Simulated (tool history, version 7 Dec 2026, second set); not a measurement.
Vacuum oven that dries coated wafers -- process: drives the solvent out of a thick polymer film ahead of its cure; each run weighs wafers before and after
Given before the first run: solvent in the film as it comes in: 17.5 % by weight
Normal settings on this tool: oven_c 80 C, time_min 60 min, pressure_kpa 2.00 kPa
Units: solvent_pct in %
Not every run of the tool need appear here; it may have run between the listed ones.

run	hour	oven_c	time_min	pressure_kpa	solvent_pct
1	0.0	80	60	2.00	1.24
2	14.1	80	60	2.00	1.27
3	31.0	80	60	2.00	1.19
4	54.0	80	60	2.00	1.22
5	77.3	80	60	2.00	1.19
6	96.6	81	60	2.00	1.07
7	112.6	81	60	2.00	1.08
8	134.1	91	60	2.00	0.49
9	148.2	91	60	2.00	0.47
10	161.2	91	60	2.00	0.46
11	171.2	80	60	2.00	1.22
# hour 174.6: vacuum gauge cleaned of residue and calibrated
12	188.1	80	60	2.00	1.24
13	207.6	80	36	6.95	3.98
14	219.4	80	36	6.95	3.99
15	241.3	94	43	2.12	0.48
16	251.6	94	43	2.12	0.48
17	262.2	94	43	2.12	0.46
# hour 268.2: vacuum gauge cleaned of residue and calibrated, once more
18	285.9	85	95	1.33	0.35
19	308.7	76	42	7.40	4.81
20	321.1	94	42	7.40	1.51
21	331.4	66	42	7.40	8.49
22	348.5	66	42	7.40	8.43
23	368.5	76	60	2.57	1.96

Here are 3 independent what-if runs from the current tool condition. What would each one return?
A	381.2	91	58	2.39	?
B	381.2	78	73	3.34	?
C	381.2	80	80	5.49	?

run	solvent_pct
A	0.50
B	1.58
C	1.90
With no hidden state in the tool, these same runs would have given:
run	solvent_pct
A	0.53
B	1.74
C	2.04
